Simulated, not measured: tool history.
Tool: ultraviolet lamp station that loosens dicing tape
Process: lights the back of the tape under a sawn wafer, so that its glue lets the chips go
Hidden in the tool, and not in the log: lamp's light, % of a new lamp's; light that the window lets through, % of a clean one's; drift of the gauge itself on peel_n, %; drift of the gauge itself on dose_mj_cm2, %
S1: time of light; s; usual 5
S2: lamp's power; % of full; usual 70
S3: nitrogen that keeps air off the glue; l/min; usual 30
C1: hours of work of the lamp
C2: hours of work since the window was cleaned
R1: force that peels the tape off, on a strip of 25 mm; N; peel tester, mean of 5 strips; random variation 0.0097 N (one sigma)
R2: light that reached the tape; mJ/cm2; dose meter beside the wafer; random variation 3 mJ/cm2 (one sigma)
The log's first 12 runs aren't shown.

| run | hour | S1 | S2 | S3 | C1 | C2 | R1 | R2 |
|---|---|---|---|---|---|---|---|---|
| 13 | 378.1 | 5 | 70 | 35 | 542 | 432 | 0.389 | 451 |
| 14 | 418.7 | 5 | 64 | 30 | 563 | 454 | 0.516 | 405 |
| 15 | 454.6 | 4 | 70 | 30 | 582 | 473 | 0.704 | 353 |
| 16 | 476.5 | 4 | 70 | 30 | 594 | 484 | 0.685 | 352 |
| 17 | 526.8 | 5 | 70 | 30 | 621 | 511 | 0.441 | 446 |
|  | 542.6 | window cleaned of glue's vapour |
| 18 | 548.6 | 5 | 70 | 30 | 632 | 3 | 0.414 | 436 |
| 19 | 589.6 | 5 | 82 | 25 | 654 | 25 | 0.301 | 518 |
| 20 | 628.3 | 5 | 82 | 25 | 675 | 46 | 0.291 | 520 |
| 21 | 668.4 | 5 | 82 | 25 | 696 | 67 | 0.301 | 518 |
| 22 | 709.3 | 6 | 96 | 30 | 718 | 89 | 0.11 | 727 |
| 23 | 740.6 | 5 | 70 | 41 | 735 | 106 | 0.368 | 437 |
| 24 | 769.3 | 5 | 70 | 41 | 750 | 121 | 0.376 | 442 |
| 25 | 799.2 | 5 | 70 | 41 | 766 | 137 | 0.37 | 443 |
| 26 | 839.4 | 2 | 69 | 16 | 787 | 158 | 2.234 | 174 |
| 27 | 889 | 2 | 69 | 16 | 814 | 185 | 2.238 | 178 |
| 28 | 939 | 6 | 88 | 19 | 841 | 211 | 0.176 | 662 |
| 29 | 965.5 | 6 | 88 | 19 | 855 | 226 | 0.18 | 666 |
| 30 | 990.7 | 2 | 88 | 27 | 868 | 239 | 1.495 | 220 |
| 31 | 1039.6 | 2 | 69 | 13 | 894 | 265 | 2.295 | 175 |
| 32 | 1078.8 | 7 | 77 | 17 | 915 | 286 | 0.195 | 680 |
| 33 | 1102.5 | 8 | 77 | 20 | 928 | 299 | 0.118 | 780 |
| 34 | 1135 | 5 | 73 | 30 | 945 | 316 | 0.369 | 464 |
| 35 | 1168.6 | 6 | 70 | 17 | 963 | 334 | 0.348 | 536 |

Forecast each of these 5 alternatives for the next run:
| A | 1213.6 | 9 | 87 | 37 | 987 | 358 | ? | ? |
| B | 1213.6 | 6 | 94 | 26 | 987 | 358 | ? | ? |
| C | 1213.6 | 5 | 91 | 10 | 987 | 358 | ? | ? |
| D | 1213.6 | 5 | 65 | 30 | 987 | 358 | ? | ? |
| E | 1213.6 | 6 | 70 | 23 | 987 | 358 | ? | ? |

| run | R1 | R2 |
|---|---|---|
| A | 0.05 | 994 |
| B | 0.128 | 709 |
| C | 0.382 | 577 |
| D | 0.518 | 414 |
| E | 0.299 | 531 |
Without the tool's hidden state the same runs would have given:
| run | R1 | R2 |
|---|---|---|
| A | 0.05 | 996 |
| B | 0.127 | 711 |
| C | 0.38 | 578 |
| D | 0.515 | 414 |
| E | 0.298 | 532 |

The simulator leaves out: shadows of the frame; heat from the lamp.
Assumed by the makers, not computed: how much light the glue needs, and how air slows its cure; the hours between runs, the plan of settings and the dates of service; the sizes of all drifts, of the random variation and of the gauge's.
